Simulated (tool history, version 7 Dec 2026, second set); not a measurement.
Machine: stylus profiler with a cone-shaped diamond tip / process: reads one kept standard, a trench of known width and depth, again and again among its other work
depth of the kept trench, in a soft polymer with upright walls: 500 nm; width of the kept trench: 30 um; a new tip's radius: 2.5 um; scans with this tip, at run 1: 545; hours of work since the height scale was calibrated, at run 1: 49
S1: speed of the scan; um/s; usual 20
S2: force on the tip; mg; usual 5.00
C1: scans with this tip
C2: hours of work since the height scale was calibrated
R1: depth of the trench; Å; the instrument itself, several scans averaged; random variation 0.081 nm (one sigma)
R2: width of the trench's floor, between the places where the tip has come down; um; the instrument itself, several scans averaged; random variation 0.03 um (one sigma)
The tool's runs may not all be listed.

{"run": 1, "day": 0.0, "S1": 20, "S2": 5.0, "C1": 545, "C2": 49, "R1": 5129.9, "R2": 26.87}
{"run": 2, "day": 0.675, "S1": 20, "S2": 5.0, "C1": 634, "C2": 57, "R1": 5128.8, "R2": 26.83}
{"run": 3, "day": 1.538, "S1": 20, "S2": 5.0, "C1": 748, "C2": 67, "R1": 5130.6, "R2": 26.88}
{"run": 4, "day": 2.712, "S1": 20, "S2": 5.0, "C1": 903, "C2": 81, "R1": 5130.3, "R2": 26.85}
{"run": 5, "day": 3.971, "S1": 20, "S2": 5.0, "C1": 1069, "C2": 96, "R1": 5128.7, "R2": 26.82}
{"run": 6, "day": 5.088, "S1": 20, "S2": 5.0, "C1": 1216, "C2": 109, "R1": 5129.5, "R2": 26.78}
{"run": 7, "day": 6.271, "S1": 20, "S2": 5.0, "C1": 1372, "C2": 123, "R1": 5129.7, "R2": 26.83}
{"run": 8, "day": 7.012, "S1": 20, "S2": 5.0, "C1": 1470, "C2": 132, "R1": 5128.6, "R2": 26.75}
{"run": 9, "day": 7.775, "S1": 20, "S2": 5.0, "C1": 1571, "C2": 141, "R1": 5129.9, "R2": 26.78}
{"run": 10, "day": 8.962, "S1": 20, "S2": 5.0, "C1": 1727, "C2": 155, "R1": 5128.0, "R2": 26.79}
{"run": 11, "day": 9.55, "S1": 23, "S2": 5.0, "C1": 1805, "C2": 162, "R1": 5128.5, "R2": 26.73}
{"run": 12, "day": 10.575, "S1": 6, "S2": 3.24, "C1": 1940, "C2": 174, "R1": 5095.8, "R2": 26.72}
{"run": 13, "day": 11.488, "S1": 75, "S2": 4.93, "C1": 2060, "C2": 185, "R1": 5127.6, "R2": 26.64}
{"run": 14, "day": 12.112, "S1": 27, "S2": 3.23, "C1": 2142, "C2": 193, "R1": 5095.5, "R2": 26.69}
{"run": 15, "day": 13.167, "S1": 27, "S2": 3.23, "C1": 2282, "C2": 205, "R1": 5094.7, "R2": 26.69}
{"run": 16, "day": 13.942, "S1": 6, "S2": 5.49, "C1": 2384, "C2": 214, "R1": 5136.8, "R2": 26.72}
{"run": 17, "day": 15.196, "S1": 34, "S2": 10.97, "C1": 2550, "C2": 229, "R1": 5219.4, "R2": 26.7}
{"run": 18, "day": 16.146, "S1": 34, "S2": 10.97, "C1": 2675, "C2": 240, "R1": 5220.7, "R2": 26.67}
{"run": 19, "day": 17.142, "S1": 48, "S2": 5.72, "C1": 2806, "C2": 252, "R1": 5139.4, "R2": 26.64}
{"run": 20, "day": 17.933, "S1": 48, "S2": 5.72, "C1": 2910, "C2": 262, "R1": 5139.6, "R2": 26.62}

Pick out some run-to-run changes in R1. Of each, how much would a tool without hidden state show as well, from the settings, what came in and chance, and how much is left for the hidden state and any gauge scatter not in both results compared?
Hidden state present: radius of the tip, um; height scale over the true one, %; drift of the gauge itself on depth_nm, %; drift of the gauge itself on floor_um, %.
Run 6 -> 7: no setting changed, nothing entered. R1 +0.2 Å: hidden state -0.2, all else +0.4.
Run 11 -> 12: S1 23 -> 6, S2 5.00 -> 3.24. R1 -32.7 Å: hidden state -0.2, all else -32.5.
Run 16 -> 17: S1 6 -> 34, S2 5.49 -> 10.97. R1 +82.6 Å: hidden state -0.2, all else +82.8.
Run 18 -> 19: S1 34 -> 48, S2 10.97 -> 5.72. R1 -81.3 Å: hidden state -0.1, all else -81.2.

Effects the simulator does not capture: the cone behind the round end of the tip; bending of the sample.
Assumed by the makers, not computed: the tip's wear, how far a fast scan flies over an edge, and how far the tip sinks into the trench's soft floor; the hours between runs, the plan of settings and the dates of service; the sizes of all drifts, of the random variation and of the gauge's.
